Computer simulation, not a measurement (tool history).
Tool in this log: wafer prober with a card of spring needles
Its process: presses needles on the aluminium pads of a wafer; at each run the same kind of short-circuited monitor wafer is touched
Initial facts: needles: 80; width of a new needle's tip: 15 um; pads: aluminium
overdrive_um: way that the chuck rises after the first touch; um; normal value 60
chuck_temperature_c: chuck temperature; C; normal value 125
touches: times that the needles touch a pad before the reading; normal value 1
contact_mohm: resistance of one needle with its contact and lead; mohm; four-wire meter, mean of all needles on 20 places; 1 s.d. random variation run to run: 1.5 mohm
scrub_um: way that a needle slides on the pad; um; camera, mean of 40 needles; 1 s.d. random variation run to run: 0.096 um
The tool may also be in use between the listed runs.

run   hour  overdrive_um  chuck_temperature_c  touches  contact_mohm  scrub_um
  1    0.0            60                  125        1           292     15.27
       1.3  -- tips cleaned on abrasive film
       7.3  -- tips cleaned on abrasive film
      12.6  -- tips cleaned on abrasive film
  2   16.6            60                  125        1           288     15.14
      17.9  -- tips cleaned on abrasive film
      23.6  -- tips cleaned on abrasive film
      29.3  -- tips cleaned on abrasive film
  3   29.7            60                  125        1           172     14.90
      34.7  -- tips cleaned on abrasive film
      40.9  -- tips cleaned on abrasive film
  4   44.2            69                  125        1           222     17.32
      46.6  -- tips cleaned on abrasive film
      51.7  -- tips cleaned on abrasive film
      57.5  -- tips cleaned on abrasive film
  5   58.1            69                  125        1           172     17.24
      63.4  -- tips cleaned on abrasive film
  6   67.5            69                   81        1           262     17.19
      68.8  -- tips cleaned on abrasive film, once more
      74.8  -- tips cleaned on abrasive film
      81.1  -- tips cleaned on abrasive film
  7   85.2            60                  125        1           303     14.87
      86.5  -- tips cleaned on abrasive film
      92.2  -- tips cleaned on abrasive film
      97.7  -- tips cleaned on abrasive film
  8  102.4            60                   26        1           344     14.66
     103.3  -- tips cleaned on abrasive film
     108.4  -- tips cleaned on abrasive film
     114.2  -- tips cleaned on abrasive film
     119.4  -- tips cleaned on abrasive film
  9  119.7            60                   26        1           149     14.50
     124.9  -- tips cleaned on abrasive film
     130.4  -- tips cleaned on abrasive film
 10  135.0            60                  125        1           329     14.45
     136.3  -- tips cleaned on abrasive film
     142.3  -- tips cleaned on abrasive film
 11  143.7            60                  125        1           206     14.40
     147.4  -- tips cleaned on abrasive film
     152.6  -- tips cleaned on abrasive film
 12  152.8            60                  125        1           173     14.40
     158.3  -- tips cleaned on abrasive film
 13  162.7            60                  125        1           325     14.47
     164.1  -- tips cleaned on abrasive film
     169.8  -- tips cleaned on abrasive film
 14  174.0            60                  125        1           335     14.39
     175.4  -- tips cleaned on abrasive film
     181.0  -- tips cleaned on abrasive film
     186.8  -- tips cleaned on abrasive film
 15  190.4            60                  125        1           304     14.33
     192.9  -- tips cleaned on abrasive film
     199.0  -- tips cleaned on abrasive film
     205.1  -- tips cleaned on abrasive film
 16  206.0            42                   37        2           252      9.19
     210.2  -- tips cleaned on abrasive film
     216.5  -- tips cleaned on abrasive film
     222.2  -- tips cleaned on abrasive film
 17  222.3            53                  107        2           166     12.14
     228.3  -- tips cleaned on abrasive film
     233.8  -- tips cleaned on abrasive film
 18  235.2            71                   85        1           188     17.13
     240.0  -- tips cleaned on abrasive film
     246.0  -- tips cleaned on abrasive film
 19  249.9            60                  125        1           328     13.87
     251.2  -- tips cleaned on abrasive film
     257.3  -- tips cleaned on abrasive film
     263.2  -- tips cleaned on abrasive film
     266.8  -- height of the first contact set anew
 20  267.9            60                  125        1           279     16.13
     269.2  -- tips cleaned on abrasive film
     275.4  -- tips cleaned on abrasive film
     281.3  -- tips cleaned on abrasive film
 21  281.8            60                  108        3           152     16.30
     287.4  -- tips cleaned on abrasive film
 22  291.8            49                   78        2           286     13.13
     292.8  -- tips cleaned on abrasive film
     298.6  -- tips cleaned on abrasive film
     304.1  -- tips cleaned on abrasive film
 23  305.6            49                   78        2           206     13.06
     309.9  -- tips cleaned on abrasive film
     315.7  -- tips cleaned on abrasive film
     321.3  -- tips cleaned on abrasive film
 24  322.5            49                   55        1           242     12.86

Estimate the outcome of run 25 from the log above:
     327.0  -- tips cleaned on abrasive film
     333.0  -- tips cleaned on abrasive film
 25  333.0            69                   80        3             ?         ?

contact_mohm: 137 mohm
scrub_um: 18.38 um
The same run, on a tool lacking any hidden state, would have yielded contact_mohm 125 mohm, scrub_um 18.71 um.
